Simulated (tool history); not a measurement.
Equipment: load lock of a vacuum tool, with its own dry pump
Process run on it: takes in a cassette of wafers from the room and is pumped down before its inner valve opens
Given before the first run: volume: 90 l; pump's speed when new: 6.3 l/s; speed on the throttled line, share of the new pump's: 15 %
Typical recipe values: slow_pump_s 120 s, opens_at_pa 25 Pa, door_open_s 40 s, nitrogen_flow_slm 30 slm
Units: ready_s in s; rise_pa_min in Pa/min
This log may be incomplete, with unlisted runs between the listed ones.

run	hour	slow_pump_s	opens_at_pa	door_open_s	nitrogen_flow_slm	incoming humidity of the room's air, %	ready_s	rise_pa_min
1	0	120	25	40	30	44.6	225.5	0.131
2	70.7	120	25	40	27	39.3	225.8	0.141
3	136.1	201	25	40	30	43.7	291.2	0.134
4	193.9	201	25	40	30	45.5	290.2	0.145
5	257	120	25	40	30	46.3	221.6	0.145
6	351.5	120	25	78	30	43.6	225.1	0.154
7	407	120	25	78	30	45.5	224.9	0.165
8	500.2	120	25	78	26	45.4	224.6	0.165
9	585.9	120	25	78	26	44.9	224.5	0.174
10	681.7	120	25	78	26	47.8	223.5	0.182
11	734.1	120	25	78	26	44.9	226	0.185
12	812.6	120	25	78	26	47.8	223.3	0.194
13	859.6	120	25	48	30	47.1	224.8	0.185
14	928.3	120	25	48	30	47.3	227.2	0.19
15	994.7	120	25	48	30	47.1	226.9	0.189
16	1060	120	25	48	30	46.4	226.7	0.192
17	1133.2	120	25	110	30	45.5	224.3	0.22
18	1240.3	120	25	110	30	49.3	228.6	0.226
19	1323.5	120	21	40	25	43.2	229.6	0.213
20	1379.1	236	25	91	17	42.2	323.5	0.235
21	1485.1	105	30	40	43	45.1	211.6	0.209
22	1575.6	120	50	37	30	46.3	216.9	0.222
23	1679.5	120	50	37	30	44.5	213.3	0.233
24	1729.1	98	30	47	4	46.1	206.8	0.25
25	1776.6	98	30	47	4	46.7	208	0.253
26	1867.9	98	30	47	4	41.4	205.3	0.255
27	1916.1	116	45	130	24	44	212.5	0.279
28	1959.2	216	25	40	30	42.2	306.7	0.249
29	2041	81	25	40	27	45.1	195.3	0.263
30	2126.7	99	39	41	10	45.2	203.9	0.273
31	2212	208	31	41	10	45.1	299.7	0.276
32	2313.1	175	31	174	5	46.7	274.2	0.357
33	2367.9	120	25	101	11	45.5	229.5	0.312
34	2424.2	144	43	40	32	43.9	238.4	0.286
35	2477.5	144	43	40	32	45.6	239.6	0.293
36	2557.8	170	22	192	4	47.5	274.1	0.382

How would selected steps in ready_s from run to run divide? Give the signed amount a tool lacking its hidden state would still show from settings, what came in and random variation, and the signed amount left for the hidden state, including any gauge scatter that is not in both of the compared results.
Hidden state present: pump's speed, % of a new pump's; leak at the door's seal, Pa l/s; drift of the gauge itself on ready_s, %; drift of the gauge itself on rise_pa_min, %.
Run 20 -> 21: slow_pump_s 236 -> 105, opens_at_pa 25 -> 30, door_open_s 91 -> 40, nitrogen_flow_slm 17 -> 43. ready_s -111.9 s: hidden state +0.9, all else -112.8.
Run 28 -> 29: slow_pump_s 216 -> 81, nitrogen_flow_slm 30 -> 27. ready_s -111.4 s: hidden state +1.5, all else -112.9.
Run 30 -> 31: slow_pump_s 99 -> 208, opens_at_pa 39 -> 31. ready_s +95.8 s: hidden state -0.9, all else +96.7.
Run 32 -> 33: slow_pump_s 175 -> 120, opens_at_pa 31 -> 25, door_open_s 174 -> 101, nitrogen_flow_slm 5 -> 11. ready_s -44.7 s: hidden state +1, all else -45.7.
